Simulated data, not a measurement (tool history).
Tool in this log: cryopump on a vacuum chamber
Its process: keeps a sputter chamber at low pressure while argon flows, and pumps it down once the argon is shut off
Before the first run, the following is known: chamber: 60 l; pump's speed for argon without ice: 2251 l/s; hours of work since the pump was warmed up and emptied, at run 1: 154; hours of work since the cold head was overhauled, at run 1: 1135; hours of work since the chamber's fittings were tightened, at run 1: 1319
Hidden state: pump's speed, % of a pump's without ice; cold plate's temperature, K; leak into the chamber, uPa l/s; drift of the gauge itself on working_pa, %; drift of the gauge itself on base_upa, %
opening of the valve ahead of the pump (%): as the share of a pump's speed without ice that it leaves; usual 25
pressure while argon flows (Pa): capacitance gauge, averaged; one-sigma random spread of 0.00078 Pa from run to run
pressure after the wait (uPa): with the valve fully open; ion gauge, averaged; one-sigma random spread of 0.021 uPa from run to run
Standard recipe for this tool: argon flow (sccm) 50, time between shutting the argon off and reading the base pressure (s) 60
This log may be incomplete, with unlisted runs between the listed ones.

run,hour,argon flow (sccm),time between shutting the argon off and reading the base pressure (s),opening of the valve ahead of the pump (%),hours of work since the pump was warmed up and emptied,hours of work since the cold head was overhauled,hours of work since the chamber's fittings were tightened,pressure while argon flows (Pa),pressure after the wait (uPa)
1,0,50,60,25,154,1135,1319,0.1547,0.94
2,20.3,50,60,25,169,1150,1333,0.1519,0.9
3,60.5,50,60,25,197,1178,1362,0.1544,0.91
4,97.9,50,60,25,223,1204,1388,0.1544,0.93
5,122.4,50,60,25,241,1222,1405,0.1546,0.95
6,156.9,43,60,25,265,1246,1430,0.1336,0.98
7,181,50,60,27,282,1263,1447,0.1428,0.99
8,200.1,60,60,25,295,1276,1460,0.1881,1
9,230,60,60,25,317,1297,1481,0.1879,1.02
10,249.6,60,60,25,330,1311,1495,0.1891,0.99
11,276.5,60,60,25,349,1330,1514,0.1892,1.01
12,293.2,60,60,25,361,1342,1526,0.1878,1
13,320.4,60,60,25,380,1361,1545,0.1882,1.05
14,353,50,67,25,403,1384,1568,0.1578,1.03
15,387.4,50,67,25,428,1409,1592,0.158,1.01
16,429.2,50,57,25,457,1438,1622,0.1596,1.1
# hour 460.4: pump warmed up, emptied and cooled again
17,467.8,50,57,25,5,1462,1645,0.1511,1.01
18,505.1,21,46,25,32,1488,1672,0.0641,1.1
19,527.3,21,46,25,47,1504,1687,0.063,1.08
20,544.3,58,105,46,59,1516,1699,0.0973,0.89
21,576.9,58,62,46,82,1539,1722,0.0967,0.99
22,607.7,58,62,46,104,1560,1744,0.0965,1.07
23,629.6,21,60,22,119,1576,1759,0.0732,0.95
24,655.5,21,60,22,138,1594,1778,0.073,1.05
25,678.9,21,60,52,154,1611,1794,0.0318,1.02
26,715.9,21,60,52,180,1637,1820,0.0313,1.07
27,736.8,46,105,47,195,1651,1835,0.0785,0.91
28,754.3,21,91,55,207,1664,1847,0.0302,0.96
29,791.3,38,241,25,233,1690,1873,0.1179,0.85
30,817.2,23,60,55,252,1708,1892,0.0332,1.13
31,838.4,23,60,55,267,1723,1907,0.034,1.12
32,864,72,96,52,285,1741,1925,0.1118,0.98
33,892.5,38,133,24,305,1761,1945,0.1231,0.95
34,918.1,81,133,32,323,1779,1963,0.2006,0.97

Run by run, hidden condition taken away, random variation retained:
run,pressure while argon flows (Pa),pressure after the wait (uPa)
1,0.1514,0.51
2,0.1483,0.47
3,0.1504,0.47
4,0.1499,0.47
5,0.1498,0.48
6,0.1291,0.51
7,0.1372,0.49
8,0.181,0.5
9,0.1803,0.5
10,0.1812,0.48
11,0.1809,0.48
12,0.1792,0.47
13,0.1792,0.49
14,0.1498,0.47
15,0.1494,0.43
16,0.1504,0.51
17,0.15,0.53
18,0.0635,0.6
19,0.0623,0.58
20,0.0951,0.37
21,0.0941,0.47
22,0.0935,0.52
23,0.072,0.43
24,0.0717,0.49
25,0.0303,0.47
26,0.0296,0.49
27,0.0746,0.33
28,0.0284,0.37
29,0.1142,0.23
30,0.0308,0.5
31,0.0315,0.48
32,0.1035,0.35
33,0.1184,0.28
34,0.1899,0.3
